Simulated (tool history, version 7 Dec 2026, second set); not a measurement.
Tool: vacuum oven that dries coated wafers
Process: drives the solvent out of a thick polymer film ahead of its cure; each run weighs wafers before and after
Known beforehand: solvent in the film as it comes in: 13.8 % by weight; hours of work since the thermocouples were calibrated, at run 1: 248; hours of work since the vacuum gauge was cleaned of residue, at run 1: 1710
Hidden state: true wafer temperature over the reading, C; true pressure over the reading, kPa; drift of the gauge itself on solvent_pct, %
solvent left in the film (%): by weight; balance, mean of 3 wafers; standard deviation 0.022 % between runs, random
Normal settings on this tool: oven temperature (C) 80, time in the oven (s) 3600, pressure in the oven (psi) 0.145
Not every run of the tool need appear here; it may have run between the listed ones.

run    hour  oven temperature (C)  time in the oven (s)  pressure in the oven (psi)  hours of work since the thermocouples were calibrated  hours of work since the vacuum gauge was cleaned of residue  solvent left in the film (%)
  1     0.0                    80                  3600                       0.145                                                    248                                                         1710                          1.10
  2    80.7                    80                  3600                       0.225                                                    287                                                         1749                          1.40
  3   157.4                    80                  3600                       0.225                                                    325                                                         1786                          1.41
  4   225.0                    80                  3600                       0.225                                                    357                                                         1819                          1.37
  5   357.1                    80                  3600                       0.145                                                    422                                                         1883                          1.14
  6   469.8                    80                  3600                       0.145                                                    477                                                         1938                          1.13
  7   539.8                    80                  3600                       0.145                                                    511                                                         1972                          1.16
  8   615.0                    80                  3600                       0.145                                                    547                                                         2009                          1.12
      625.0  -- vacuum gauge cleaned of residue and calibrated
  9   729.3                    68                  5280                       0.379                                                    602                                                           51                          3.31
 10   840.7                    69                  5220                       0.303                                                    656                                                          105                          2.81
      900.2  -- oven's thermocouples calibrated
 11   914.7                    80                  3900                       0.292                                                      7                                                          140                          1.74
 12  1012.4                    80                  3900                       0.292                                                     55                                                          187                          1.71
     1048.3  -- vacuum gauge cleaned of residue and calibrated, once more
 13  1100.1                    92                  3600                       0.081                                                     97                                                           25                          0.21

Forecast each of these 4 alternatives for the next run:
  A  1200.9                    72                  3600                       0.278                                                    146                                                           74                             ?
  B  1200.9                    92                  3480                       0.432                                                    146                                                           74                             ?
  C  1200.9                    87                  6180                       0.119                                                    146                                                           74                             ?
  D  1200.9                    80                  2940                       0.154                                                    146                                                           74                             ?

run  solvent left in the film (%)
  A                          2.23
  B                          1.00
  C                          0.33
  D                          1.11
Had the tool no hidden state, the same runs would have come out as:
run  solvent left in the film (%)
  A                          2.31
  B                          1.02
  C                          0.33
  D                          1.17
